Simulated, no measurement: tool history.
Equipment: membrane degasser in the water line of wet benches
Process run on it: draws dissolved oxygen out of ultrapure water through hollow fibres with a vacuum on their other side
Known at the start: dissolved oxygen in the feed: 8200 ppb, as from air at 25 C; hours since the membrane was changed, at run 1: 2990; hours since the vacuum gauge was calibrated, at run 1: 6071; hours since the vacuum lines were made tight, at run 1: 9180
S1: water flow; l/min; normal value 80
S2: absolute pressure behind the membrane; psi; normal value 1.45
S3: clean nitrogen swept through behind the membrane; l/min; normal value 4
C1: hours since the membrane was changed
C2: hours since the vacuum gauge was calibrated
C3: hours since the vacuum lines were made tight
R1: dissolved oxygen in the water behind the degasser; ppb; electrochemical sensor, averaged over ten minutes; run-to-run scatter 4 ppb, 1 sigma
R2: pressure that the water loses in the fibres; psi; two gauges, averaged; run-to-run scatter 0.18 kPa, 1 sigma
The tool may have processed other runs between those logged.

run,hour,S1,S2,S3,C1,C2,C3,R1,R2
1,0,80,1.45,4,2990,6071,9180,401.2,4.889
2,48,80,1.45,3.19,3038,6119,9228,463.9,4.908
3,124.8,80,1.45,3.19,3115,6196,9305,465,4.907
4,193.4,80,2.47,4,3183,6265,9374,674.9,4.849
5,248.8,80,2.47,4,3239,6320,9429,681.8,4.925
6,337.8,80,1.45,5.88,3328,6409,9518,316.8,4.856
7,420.3,80,1.45,5.88,3410,6492,9601,315.4,4.889
8,466.8,80,1.45,5.88,3457,6538,9647,323.3,4.817
9,514.6,80,1.45,5.88,3504,6586,9695,322.4,4.85
10,591.5,80,2.25,4,3581,6663,9772,631.5,4.785
# hour 668.3: vacuum gauge calibrated
11,678.7,80,1.49,4,3668,10,9858,416.2,4.836
12,754.4,94,1.45,4,3744,86,9934,498.4,5.642
13,803.9,80,1.77,4,3793,136,9984,483.6,4.834
14,842,80,1.77,4,3831,174,10022,486.2,4.815
15,883.8,80,1.19,4,3873,215,10064,326.2,4.747
16,945.9,97,1.19,4,3935,278,10126,441.9,5.849
17,989.6,97,1.19,2.46,3979,321,10169,553.4,5.797
18,1037,69,1.45,2.87,4026,369,10217,416.3,4.11
# hour 1090.3: gauge calibrated
19,1112.4,123,2.03,2.87,4102,444,10292,1108.7,7.526
20,1151.7,123,2.03,2.87,4141,483,10331,1108,7.507
# hour 1219.9: seals of the vacuum lines changed
21,1238.2,123,1.03,2.87,4225,568,18,627.1,7.555
22,1284.4,123,1.03,2.87,4272,614,64,636.3,7.52
23,1323.3,123,1.03,2.87,4311,653,103,626.1,7.504
24,1398.7,80,1.04,4,4386,728,179,286.5,4.882
25,1452.8,57,1.86,4,4440,783,233,337.3,3.508
26,1511.3,49,1.96,4,4499,841,291,307.3,2.996
27,1566.6,49,3.51,4,4554,896,347,580.2,2.954
28,1616.4,49,3.51,4,4604,946,397,576.7,2.94
29,1656.9,59,1.89,4,4644,987,437,356.9,3.626
30,1708.4,103,1.89,2.13,4696,1038,488,998.9,6.254

3 options for the next run, each taken on its own from the tool as it stands now. Forecast them:
A,1766.7,103,1.89,2.38,4754,1096,547,?,?
B,1766.7,80,1.81,4,4754,1096,547,?,?
C,1766.7,103,1.89,1.69,4754,1096,547,?,?

run,R1,R2
A,955.2,6.225
B,508.5,4.84
C,1187.5,6.234
With no hidden state in the tool, these same runs would have given:
run,R1,R2
A,954.7,6.335
B,508.2,4.925
C,1187.1,6.344

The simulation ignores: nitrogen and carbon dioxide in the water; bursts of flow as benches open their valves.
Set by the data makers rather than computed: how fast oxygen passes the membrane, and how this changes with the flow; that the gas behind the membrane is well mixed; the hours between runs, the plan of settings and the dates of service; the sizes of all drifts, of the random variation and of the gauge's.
